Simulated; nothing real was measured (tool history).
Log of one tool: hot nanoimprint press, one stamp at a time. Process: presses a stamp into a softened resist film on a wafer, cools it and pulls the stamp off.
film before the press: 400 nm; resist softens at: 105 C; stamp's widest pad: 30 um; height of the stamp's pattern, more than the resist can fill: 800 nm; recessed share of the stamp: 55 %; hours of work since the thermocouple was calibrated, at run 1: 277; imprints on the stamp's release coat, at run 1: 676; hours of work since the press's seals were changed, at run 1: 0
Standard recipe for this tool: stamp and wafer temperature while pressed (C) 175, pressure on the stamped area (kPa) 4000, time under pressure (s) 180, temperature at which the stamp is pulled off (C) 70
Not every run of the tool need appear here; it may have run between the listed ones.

run     day  stamp and wafer temperature while pressed (C)  pressure on the stamped area (kPa)  time under pressure (s)  temperature at which the stamp is pulled off (C)  hours of work since the thermocouple was calibrated  imprints on the stamp's release coat  hours of work since the press's seals were changed  resist left under the stamp's widest pad (Å)  greatest force while the stamp is pulled off (N)
  1   0.000                                            175                                4000                      180                                                70                                                  277                                   676                                                   0                                          2196                                               241
  2   1.288                                            175                                4000                      180                                                70                                                  298                                   839                                                  21                                          2185                                               242
      2.062  -- stamp cleaned and given a new release coat
  3   2.312                                            175                                4660                      180                                                70                                                  311                                    32                                                  34                                          2065                                               228
  4   3.538                                            175                                4000                      180                                                70                                                  331                                   187                                                  54                                          2226                                               227
  5   4.188                                            175                                4000                      180                                                70                                                  342                                   269                                                  65                                          2247                                               236
      4.583  -- plate thermocouple calibrated
  6   4.983                                            175                                4000                      180                                                70                                                    7                                   354                                                  76                                          2125                                               225
  7   5.688                                            175                                4000                      137                                                70                                                   18                                   443                                                  88                                          2315                                               227
  8   6.262                                            175                                4000                      137                                                70                                                   28                                   516                                                  97                                          2313                                               229
  9   6.800                                            175                                4000                      280                                                70                                                   37                                   584                                                 106                                          1815                                               228
 10   8.083                                            175                                4000                      280                                                59                                                   58                                   746                                                 127                                          1828                                               290
 11   8.912                                            175                                4000                      280                                                64                                                   71                                   851                                                 141                                          1828                                               269
      9.567  -- stamp cleaned and given a new release coat
 12  10.296                                            175                                6150                      212                                                68                                                   90                                    92                                                 159                                          1664                                               230
 13  10.979                                            185                                3530                      197                                                63                                                  101                                   179                                                 171                                          1516                                               255
 14  12.258                                            175                                4000                      180                                                76                                                  122                                   341                                                 192                                          2145                                               196
 15  13.162                                            175                                4000                      180                                                76                                                  137                                   455                                                 207                                          2158                                               199
 16  14.262                                            175                                5610                      202                                                59                                                  155                                   594                                                 225                                          1794                                               289
 17  15.112                                            175                                4000                      270                                                78                                                  169                                   702                                                 239                                          1883                                               192
 18  15.796                                            175                                4000                      187                                                78                                                  181                                   788                                                 250                                          2156                                               192
     16.958  -- stamp cleaned and given a new release coat
 19  16.967                                            175                                3060                      187                                                78                                                  196                                     1                                                 265                                          2384                                               184

4 ways to go on from here, each from the tool as it stands after run 19. What would each give?
  A  17.792                                            175                                3220                      304                                                68                                                  210                                   105                                                 279                                             ?                                                 ?
  B  17.792                                            175                                6140                      139                                                64                                                  210                                   105                                                 279                                             ?                                                 ?
  C  17.792                                            175                                4380                      335                                                71                                                  210                                   105                                                 279                                             ?                                                 ?
  D  17.792                                            185                                4460                      187                                                78                                                  210                                   105                                                 279                                             ?                                                 ?

run  resist left under the stamp's widest pad (Å)  greatest force while the stamp is pulled off (N)
  A                                          1989                                               237
  B                                          1993                                               256
  C                                          1672                                               217
  D                                          1418                                               185
Without the tool's hidden state the same runs would have given:
run  resist left under the stamp's widest pad (Å)  greatest force while the stamp is pulled off (N)
  A                                          1916                                               230
  B                                          1912                                               249
  C                                          1603                                               211
  D                                          1362                                               179
